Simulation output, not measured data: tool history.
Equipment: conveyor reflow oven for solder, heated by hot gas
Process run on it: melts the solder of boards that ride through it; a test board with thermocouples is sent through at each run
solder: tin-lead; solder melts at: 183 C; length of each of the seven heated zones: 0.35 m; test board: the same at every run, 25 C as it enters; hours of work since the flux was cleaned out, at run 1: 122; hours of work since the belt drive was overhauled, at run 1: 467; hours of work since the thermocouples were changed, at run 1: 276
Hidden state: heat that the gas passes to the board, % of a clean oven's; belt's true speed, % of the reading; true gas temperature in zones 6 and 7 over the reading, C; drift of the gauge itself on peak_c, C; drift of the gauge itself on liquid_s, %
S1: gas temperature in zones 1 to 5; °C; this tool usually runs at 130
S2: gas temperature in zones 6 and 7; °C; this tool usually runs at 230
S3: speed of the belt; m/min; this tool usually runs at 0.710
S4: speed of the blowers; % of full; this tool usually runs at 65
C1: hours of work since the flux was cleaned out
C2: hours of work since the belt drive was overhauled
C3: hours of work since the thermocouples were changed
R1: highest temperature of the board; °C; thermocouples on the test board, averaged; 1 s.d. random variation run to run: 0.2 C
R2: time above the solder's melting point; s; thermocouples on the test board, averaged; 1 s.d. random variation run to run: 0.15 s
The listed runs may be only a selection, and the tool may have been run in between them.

run 1 hour=0.0 | S1=130 S2=230 S3=0.710 S4=65 | C1=122 C2=467 C3=276 | R1=214.1 R2=41.1
run 2 hour=36.2 | S1=130 S2=230 S3=0.710 S4=65 | C1=149 C2=494 C3=303 | R1=213.6 R2=40.7
run 3 hour=72.7 | S1=130 S2=230 S3=0.710 S4=65 | C1=177 C2=521 C3=330 | R1=213.5 R2=40.7
run 4 hour=91.2 | S1=130 S2=230 S3=0.710 S4=65 | C1=190 C2=535 C3=344 | R1=213.5 R2=40.8
run 5 hour=119.2 | S1=130 S2=230 S3=0.710 S4=65 | C1=211 C2=556 C3=365 | R1=213.1 R2=40.6
run 6 hour=152.0 | S1=130 S2=230 S3=0.710 S4=65 | C1=236 C2=580 C3=389 | R1=212.9 R2=40.1
run 7 hour=176.4 | S1=130 S2=230 S3=0.710 S4=65 | C1=254 C2=598 C3=408 | R1=212.9 R2=40.2
-- hour=214.9 flux residue cleaned out of gas plates and filters
run 8 hour=219.1 | S1=130 S2=230 S3=0.710 S4=65 | C1=3 C2=626 C3=436 | R1=214.5 R2=41.4
run 9 hour=255.9 | S1=130 S2=230 S3=0.710 S4=65 | C1=31 C2=654 C3=463 | R1=214.0 R2=41.1
run 10 hour=280.2 | S1=130 S2=230 S3=0.710 S4=65 | C1=49 C2=672 C3=481 | R1=214.0 R2=41.1
run 11 hour=314.8 | S1=130 S2=230 S3=0.710 S4=65 | C1=75 C2=698 C3=507 | R1=213.5 R2=40.7
run 12 hour=339.9 | S1=130 S2=230 S3=0.710 S4=65 | C1=93 C2=717 C3=526 | R1=213.5 R2=40.7
run 13 hour=371.6 | S1=130 S2=230 S3=0.710 S4=65 | C1=117 C2=740 C3=549 | R1=213.3 R2=40.6
run 14 hour=415.2 | S1=130 S2=230 S3=0.710 S4=65 | C1=150 C2=773 C3=582 | R1=213.1 R2=40.2
run 15 hour=434.0 | S1=130 S2=238 S3=0.710 S4=65 | C1=164 C2=787 C3=596 | R1=219.6 R2=44.5
run 16 hour=471.6 | S1=130 S2=238 S3=0.710 S4=65 | C1=192 C2=815 C3=624 | R1=219.7 R2=44.6
run 17 hour=510.7 | S1=130 S2=238 S3=0.710 S4=65 | C1=221 C2=844 C3=653 | R1=219.1 R2=44.1
run 18 hour=538.0 | S1=130 S2=238 S3=0.807 S4=81 | C1=241 C2=864 C3=674 | R1=217.7 R2=37.8
run 19 hour=564.8 | S1=130 S2=241 S3=0.625 S4=53 | C1=261 C2=884 C3=694 | R1=223.6 R2=53.0
-- hour=593.0 flux residue cleaned out of gas plates and filters
run 20 hour=603.1 | S1=139 S2=222 S3=0.601 S4=81 | C1=8 C2=909 C3=719 | R1=213.4 R2=53.4
run 21 hour=643.0 | S1=139 S2=240 S3=0.601 S4=81 | C1=37 C2=939 C3=748 | R1=229.7 R2=61.7
run 22 hour=670.8 | S1=117 S2=242 S3=0.710 S4=65 | C1=58 C2=960 C3=769 | R1=221.6 R2=43.0
run 23 hour=706.8 | S1=143 S2=242 S3=0.710 S4=66 | C1=85 C2=987 C3=796 | R1=225.9 R2=51.3
run 24 hour=733.3 | S1=140 S2=241 S3=0.613 S4=75 | C1=105 C2=1006 C3=816 | R1=229.2 R2=60.7
run 25 hour=759.6 | S1=132 S2=237 S3=0.613 S4=75 | C1=124 C2=1026 C3=835 | R1=224.9 R2=56.4
run 26 hour=787.3 | S1=132 S2=237 S3=0.613 S4=75 | C1=145 C2=1047 C3=856 | R1=224.6 R2=56.4
run 27 hour=820.3 | S1=132 S2=234 S3=0.613 S4=75 | C1=170 C2=1071 C3=881 | R1=221.1 R2=54.3

Some steps in R1, run to run, broken into two amounts with sign: the step expected even without the hidden condition (settings, incoming material, random variation), and the rest, left for the hidden condition together with whatever gauge scatter is not in both the measured and the hidden-condition-free result:
Run 7 -> 8: flux residue cleaned out of gas plates and filters. R1 +1.6 °C: hidden state +1.7, all else -0.1.
Run 19 -> 20: S1 130 -> 139, S2 241 -> 222, S3 0.625 -> 0.601, S4 53 -> 81, flux residue cleaned out of gas plates and filters. R1 -10.2 °C: hidden state +1.5, all else -11.7.
Run 20 -> 21: S2 222 -> 240. R1 +16.3 °C: hidden state -0.2, all else +16.5.

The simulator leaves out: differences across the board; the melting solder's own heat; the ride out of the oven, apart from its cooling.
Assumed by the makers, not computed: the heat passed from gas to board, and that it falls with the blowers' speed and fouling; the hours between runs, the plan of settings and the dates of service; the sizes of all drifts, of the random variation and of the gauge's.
